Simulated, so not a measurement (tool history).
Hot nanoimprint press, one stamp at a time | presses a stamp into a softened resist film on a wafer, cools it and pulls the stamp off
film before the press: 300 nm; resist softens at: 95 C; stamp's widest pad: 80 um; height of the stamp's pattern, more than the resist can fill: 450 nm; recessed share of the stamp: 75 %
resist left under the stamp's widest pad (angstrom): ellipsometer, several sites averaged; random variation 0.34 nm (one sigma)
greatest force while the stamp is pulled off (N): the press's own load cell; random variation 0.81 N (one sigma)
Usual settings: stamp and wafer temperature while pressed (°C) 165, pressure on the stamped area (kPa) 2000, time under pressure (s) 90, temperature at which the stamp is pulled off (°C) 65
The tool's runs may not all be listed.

run	hour	stamp and wafer temperature while pressed (°C)	pressure on the stamped area (kPa)	time under pressure (s)	temperature at which the stamp is pulled off (°C)	resist left under the stamp's widest pad (angstrom)	greatest force while the stamp is pulled off (N)
1	0	165	2000	90	65	1363	224.8
2	14.3	165	2000	90	66	1365	223.2
3	41.6	165	2000	90	66	1358	222
4	65	165	2000	90	66	1369	222
5	85.3	165	2000	90	66	1364	222.6
6	109.8	165	2000	90	66	1364	223.9
7	125.2	165	2000	90	65	1364	223.8
8	142.4	165	2000	90	65	1365	225.3
9	160.3	165	2000	90	65	1371	225.2
10	183.9	165	2000	90	65	1372	225.2
11	199.5	165	2000	90	65	1365	226.8
12	214.5	165	2000	90	65	1360	224.4
13	235.2	165	2000	90	65	1355	224.4
14	255.4	169	2000	90	65	1179	225.7
15	275.1	165	2000	82	65	1407	224.7
16	289.6	165	2000	82	72	1408	203.9
17	305.8	165	2000	82	72	1414	205.7
18	328.2	165	2000	85	65	1390	225
19	341.6	165	2000	63	65	1537	227.7
20	361.5	166	2000	60	73	1510	202.6
21	381.5	166	2000	82	73	1360	201.5
22	401.7	166	2000	82	73	1362	200.6
23	430.5	168	1750	90	54	1309	256.9
24	449.6	168	1750	90	54	1311	256.7
25	462.5	176	2070	90	66	898	222.3
26	481.4	156	1380	165	69	1833	214
27	496.9	175	1750	153	66	834	223.6
28	518.9	155	2590	174	71	1408	208
29	535	155	2590	174	71	1416	207.6

Taken out of this log: 2 entries between the listed runs. Where each belongs, and how the hidden state differs across it:
Between runs 22 and 23: stamp cleaned and given a new release coat (hour 424.6)
  grip of the stamp's worn release coat, % over a new coat's: 0.2 -> 0
Between runs 25 and 26: plate thermocouple calibrated (hour 467.8)
  true temperature over the reading, C: 0.06 -> -0.01
